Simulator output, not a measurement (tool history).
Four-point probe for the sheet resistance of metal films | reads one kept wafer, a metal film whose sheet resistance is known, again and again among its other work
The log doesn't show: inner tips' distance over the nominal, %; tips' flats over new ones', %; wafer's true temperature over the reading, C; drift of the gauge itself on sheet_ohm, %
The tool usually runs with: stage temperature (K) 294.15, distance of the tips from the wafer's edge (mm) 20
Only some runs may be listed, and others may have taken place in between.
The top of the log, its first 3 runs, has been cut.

run     day  stage temperature (K)  distance of the tips from the wafer's edge (mm)  touches since the probe head was changed  hours of work since the stage's thermometer was calibrated  sheet resistance as the instrument gives it (ohm/square)
  4    3.95                 294.15                                               20                                     34004                                                         320                                                  0.251331
  5   5.425                 294.15                                               20                                     35710                                                         348                                                  0.251342
  6   6.925                 294.15                                               20                                     37443                                                         377                                                  0.251387
  7   8.062                 294.15                                               20                                     38754                                                         398                                                  0.251387
  8   9.142                 294.15                                               20                                     40002                                                         419                                                  0.251247
  9   9.879                 294.15                                               20                                     40856                                                         433                                                  0.251376
 10  11.354                 294.15                                               20                                     42559                                                         461                                                  0.251283
 11  12.712                 294.15                                               20                                     44129                                                         486                                                  0.251359
 12  14.017                 294.15                                               20                                     45634                                                         511                                                  0.251268
 13   14.85                 294.15                                               20                                     46597                                                         527                                                  0.251206
 14  16.308                 294.15                                               20                                     48284                                                         555                                                  0.251246
 15  17.496                 294.15                                               20                                     49654                                                         577                                                  0.251256
 16  18.454                 294.15                                               20                                     50762                                                         596                                                  0.251307
 17  19.658                 294.15                                               20                                     52153                                                         618                                                  0.251275
 18  20.317                 294.15                                               20                                     52912                                                         631                                                  0.251291
 19  21.771                 294.15                                               20                                     54592                                                         659                                                  0.251098
 20  23.312                 294.15                                               20                                     56375                                                         688                                                  0.251263
 21   23.95                 294.15                                               20                                     57113                                                         700                                                  0.251101
 22  24.825                 294.15                                               20                                     58123                                                         717                                                  0.251052
 23  25.642                 294.15                                               20                                     59065                                                         732                                                  0.251076
 24  26.442                 293.15                                               42                                     59988                                                         747                                                  0.250876
 25  27.129                 306.15                                               48                                     60782                                                         760                                                  0.248451
 26  28.108                 304.15                                               26                                     61913                                                         779                                                  0.249028
 27  29.262                 304.15                                               26                                     63246                                                         801                                                  0.249036
 28  30.408                 301.15                                               63                                     64570                                                         823                                                  0.249192

Predict the results of run 29:
 29  31.946                 308.15                                                7                                     66350                                                         852                                                         ?

sheet resistance as the instrument gives it (ohm/square): 0.252238
Without the tool's hidden state the same run would have given sheet resistance as the instrument gives it (ohm/square) 0.252135.
